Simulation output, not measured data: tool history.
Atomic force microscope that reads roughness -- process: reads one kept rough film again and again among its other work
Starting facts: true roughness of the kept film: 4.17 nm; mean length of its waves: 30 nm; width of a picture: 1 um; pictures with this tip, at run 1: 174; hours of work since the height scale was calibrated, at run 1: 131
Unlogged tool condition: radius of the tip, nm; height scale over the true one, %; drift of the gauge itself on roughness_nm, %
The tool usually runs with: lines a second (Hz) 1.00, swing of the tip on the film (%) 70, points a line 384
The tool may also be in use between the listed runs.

run,hour,lines a second (Hz),swing of the tip on the film (%),points a line,pictures with this tip,hours of work since the height scale was calibrated,roughness of the kept film (nm (root mean square))
1,0.0,1.00,70,384,174,131,3.064
2,9.2,1.00,70,384,181,135,3.082
3,18.9,1.00,70,384,188,140,3.035
4,24.9,1.00,66,384,193,143,3.059
5,32.9,1.00,66,384,199,147,3.056
6,41.2,1.00,66,384,206,151,3.043
7,51.3,1.32,70,384,214,156,2.940
8,57.4,1.10,70,384,219,159,2.992
9,64.5,1.27,86,813,224,163,2.833
10,72.6,1.00,70,1020,231,167,2.987
11,80.3,1.00,70,1020,237,171,2.979
12,89.1,0.97,77,344,244,175,2.902
13,99.7,1.00,72,384,252,181,2.929
14,108.4,0.75,72,418,259,185,2.940
15,113.3,0.52,65,460,263,188,2.989

3 ways to go on from here, each from the tool as it stands after run 15. What would each give?
A,123.0,1.09,88,384,270,192,?
B,123.0,0.52,72,460,270,192,?
C,123.0,1.47,81,304,270,192,?

run,roughness of the kept film (nm (root mean square))
A,2.744
B,2.938
C,2.739
Had the tool no hidden state, the same runs would have come out as:
run,roughness of the kept film (nm (root mean square))
A,3.357
B,3.595
C,3.351

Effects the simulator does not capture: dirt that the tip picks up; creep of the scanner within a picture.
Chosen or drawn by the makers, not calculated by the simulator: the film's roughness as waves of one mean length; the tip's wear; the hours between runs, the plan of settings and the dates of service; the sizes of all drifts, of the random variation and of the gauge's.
